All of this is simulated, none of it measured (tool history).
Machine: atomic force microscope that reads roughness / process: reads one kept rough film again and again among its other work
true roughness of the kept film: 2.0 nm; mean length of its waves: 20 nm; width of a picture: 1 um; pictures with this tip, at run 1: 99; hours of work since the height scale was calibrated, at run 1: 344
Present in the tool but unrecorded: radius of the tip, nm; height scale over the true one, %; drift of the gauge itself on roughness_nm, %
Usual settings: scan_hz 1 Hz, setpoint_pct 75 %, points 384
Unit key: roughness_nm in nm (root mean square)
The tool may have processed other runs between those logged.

run	hour	scan_hz	setpoint_pct	points	pictures with this tip	hours of work since the height scale was calibrated	roughness_nm
1	0	1	75	384	99	344	1.33
2	29.2	1	81	384	139	360	1.23
3	63.9	1	81	384	187	378	1.163
4	82.4	1	81	384	213	388	1.128
5	106.7	1	81	384	247	400	1.09
6	122.2	1	75	384	268	408	1.089
7	136.5	1	75	384	288	416	1.063
# hour 142: new tip fitted
8	166.5	1	75	384	34	431	1.442
9	201.2	1	75	384	82	450	1.348
10	216	1	75	384	103	457	1.324
11	236.8	1	75	384	131	468	1.263
12	251.5	1	75	384	152	476	1.242
13	280.5	1	75	384	192	491	1.178
14	315.1	1	75	384	240	509	1.109
15	332.4	1	75	384	264	518	1.098
# hour 353.8: new tip fitted
16	358.1	1	75	384	6	532	1.518
17	386	1	77	384	44	546	1.417
18	412.2	1	77	384	81	560	1.361
19	438.9	1	77	384	118	574	1.291
# hour 441.6: height scale calibrated on a step standard
20	462.8	1	77	384	149	11	1.223
21	487.5	1	77	384	184	24	1.183
22	513.5	3.35	64	269	220	38	1.066
23	546.4	1	63	981	265	55	1.141
24	562.4	1	63	981	287	63	1.113
# hour 567.7: new tip fitted
25	582.9	1	75	618	21	74	1.483
26	600.3	2.02	83	937	45	83	1.284
# hour 633: height scale calibrated on a step standard, once more
27	633	2.02	83	937	89	0	1.222
28	666	0.96	75	378	135	17	1.27
29	686	0.59	75	403	162	28	1.276
30	700.6	0.59	75	403	183	35	1.247
31	714.8	0.59	90	336	202	43	1.163
32	740.5	0.54	75	384	238	56	1.167
33	770.3	1	83	438	279	72	1.054
# hour 779.8: new tip fitted
34	801.8	0.59	76	594	30	88	1.505
35	827.9	2.95	75	384	66	102	1.239
36	849.6	0.69	76	427	97	113	1.352
37	868.9	1	75	347	123	123	1.272
38	901.3	1	75	347	168	140	1.215
39	922.7	0.52	75	384	198	152	1.206
40	948.7	0.52	68	384	234	165	1.179
41	972.4	0.52	68	384	267	178	1.14
42	988.9	0.93	59	384	289	186	1.123

Branching from run 42: 5 alternative next runs. What would each branch give?
# hour 990.9: new tip fitted
A	1008.7	0.93	81	384	24	196	?
# hour 990.9: new tip fitted
B	1008.7	1.3	59	384	24	196	?
# hour 990.9: new tip fitted
C	1008.7	2.68	64	341	24	196	?
# hour 990.9: new tip fitted
D	1008.7	0.93	58	937	24	196	?
# hour 990.9: new tip fitted
E	1008.7	0.94	66	889	24	196	?

run	roughness_nm
A	1.455
B	1.539
C	1.441
D	1.573
E	1.544
Without the tool's hidden state the same runs would have given:
run	roughness_nm
A	1.513
B	1.6
C	1.498
D	1.636
E	1.605
